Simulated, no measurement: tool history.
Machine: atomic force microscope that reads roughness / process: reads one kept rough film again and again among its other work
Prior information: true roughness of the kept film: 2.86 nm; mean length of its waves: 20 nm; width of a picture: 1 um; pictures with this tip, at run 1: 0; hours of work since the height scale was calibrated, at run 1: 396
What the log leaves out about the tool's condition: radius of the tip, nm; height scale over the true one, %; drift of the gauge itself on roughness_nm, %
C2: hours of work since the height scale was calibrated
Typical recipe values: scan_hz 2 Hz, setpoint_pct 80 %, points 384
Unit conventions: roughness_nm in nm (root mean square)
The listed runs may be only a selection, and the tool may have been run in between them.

{"run": 1, "day": 0.0, "scan_hz": 2, "setpoint_pct": 80, "points": 384, "pictures with this tip": 0, "C2": 396, "roughness_nm": 1.957}
{"run": 2, "day": 0.9, "scan_hz": 2, "setpoint_pct": 80, "points": 384, "pictures with this tip": 23, "C2": 407, "roughness_nm": 1.957}
{"run": 3, "day": 2.021, "scan_hz": 1, "setpoint_pct": 80, "points": 384, "pictures with this tip": 52, "C2": 421, "roughness_nm": 2.129}
{"run": 4, "day": 2.646, "scan_hz": 1, "setpoint_pct": 80, "points": 384, "pictures with this tip": 68, "C2": 429, "roughness_nm": 2.112}
{"run": 5, "day": 3.721, "scan_hz": 1, "setpoint_pct": 80, "points": 384, "pictures with this tip": 96, "C2": 442, "roughness_nm": 2.119}
{"run": 6, "day": 4.438, "scan_hz": 1, "setpoint_pct": 80, "points": 384, "pictures with this tip": 114, "C2": 451, "roughness_nm": 2.135}
{"run": 7, "day": 5.571, "scan_hz": 1, "setpoint_pct": 80, "points": 384, "pictures with this tip": 143, "C2": 465, "roughness_nm": 2.108}
{"run": 8, "day": 6.125, "scan_hz": 2, "setpoint_pct": 80, "points": 384, "pictures with this tip": 157, "C2": 472, "roughness_nm": 1.946}
{"run": 9, "day": 6.708, "scan_hz": 2, "setpoint_pct": 80, "points": 384, "pictures with this tip": 172, "C2": 479, "roughness_nm": 1.944}
{"run": 10, "day": 7.225, "scan_hz": 2, "setpoint_pct": 80, "points": 384, "pictures with this tip": 186, "C2": 485, "roughness_nm": 1.923}
{"run": 11, "day": 7.962, "scan_hz": 2, "setpoint_pct": 80, "points": 384, "pictures with this tip": 204, "C2": 494, "roughness_nm": 1.935}
{"run": 12, "day": 8.512, "scan_hz": 2, "setpoint_pct": 80, "points": 384, "pictures with this tip": 219, "C2": 501, "roughness_nm": 1.931}
{"run": 13, "day": 9.171, "scan_hz": 2.65, "setpoint_pct": 80, "points": 384, "pictures with this tip": 235, "C2": 509, "roughness_nm": 1.816}
{"run": 14, "day": 9.992, "scan_hz": 2.65, "setpoint_pct": 80, "points": 384, "pictures with this tip": 257, "C2": 519, "roughness_nm": 1.838}
{"run": 15, "day": 10.604, "scan_hz": 0.93, "setpoint_pct": 58, "points": 343, "pictures with this tip": 272, "C2": 527, "roughness_nm": 2.269}
{"run": 16, "day": 11.617, "scan_hz": 1.34, "setpoint_pct": 80, "points": 283, "pictures with this tip": 298, "C2": 539, "roughness_nm": 2.023}
{"run": 17, "day": 12.279, "scan_hz": 1.84, "setpoint_pct": 81, "points": 862, "pictures with this tip": 315, "C2": 547, "roughness_nm": 1.969}
{"day": 12.862, "done": "new tip fitted"}
{"run": 18, "day": 12.962, "scan_hz": 1.6, "setpoint_pct": 62, "points": 899, "pictures with this tip": 2, "C2": 555, "roughness_nm": 2.254}
{"run": 19, "day": 13.854, "scan_hz": 1.6, "setpoint_pct": 62, "points": 899, "pictures with this tip": 25, "C2": 566, "roughness_nm": 2.247}
{"run": 20, "day": 14.442, "scan_hz": 2, "setpoint_pct": 67, "points": 549, "pictures with this tip": 40, "C2": 574, "roughness_nm": 2.14}
{"run": 21, "day": 15.529, "scan_hz": 2, "setpoint_pct": 67, "points": 549, "pictures with this tip": 68, "C2": 587, "roughness_nm": 2.138}
{"run": 22, "day": 16.2, "scan_hz": 2, "setpoint_pct": 67, "points": 549, "pictures with this tip": 85, "C2": 595, "roughness_nm": 2.143}
{"run": 23, "day": 17.321, "scan_hz": 3.81, "setpoint_pct": 67, "points": 384, "pictures with this tip": 114, "C2": 609, "roughness_nm": 1.974}
{"run": 24, "day": 18.358, "scan_hz": 3.81, "setpoint_pct": 65, "points": 419, "pictures with this tip": 140, "C2": 622, "roughness_nm": 1.991}
{"run": 25, "day": 19.5, "scan_hz": 1.55, "setpoint_pct": 60, "points": 745, "pictures with this tip": 170, "C2": 636, "roughness_nm": 2.252}
{"run": 26, "day": 20.612, "scan_hz": 1.55, "setpoint_pct": 60, "points": 745, "pictures with this tip": 198, "C2": 650, "roughness_nm": 2.259}
{"run": 27, "day": 21.675, "scan_hz": 2, "setpoint_pct": 82, "points": 384, "pictures with this tip": 225, "C2": 663, "roughness_nm": 1.904}
{"run": 28, "day": 22.775, "scan_hz": 2, "setpoint_pct": 82, "points": 384, "pictures with this tip": 254, "C2": 676, "roughness_nm": 1.888}

How the hidden state differs across the entries between the runs, from the last listed run before each to the first after it:
From run 17 to run 18: new tip fitted (day 12.862)
  radius of the tip, nm: 7.2 -> 7
  measured minus no-state result, roughness_nm: -0.01 -> -0.001 nm (root mean square)
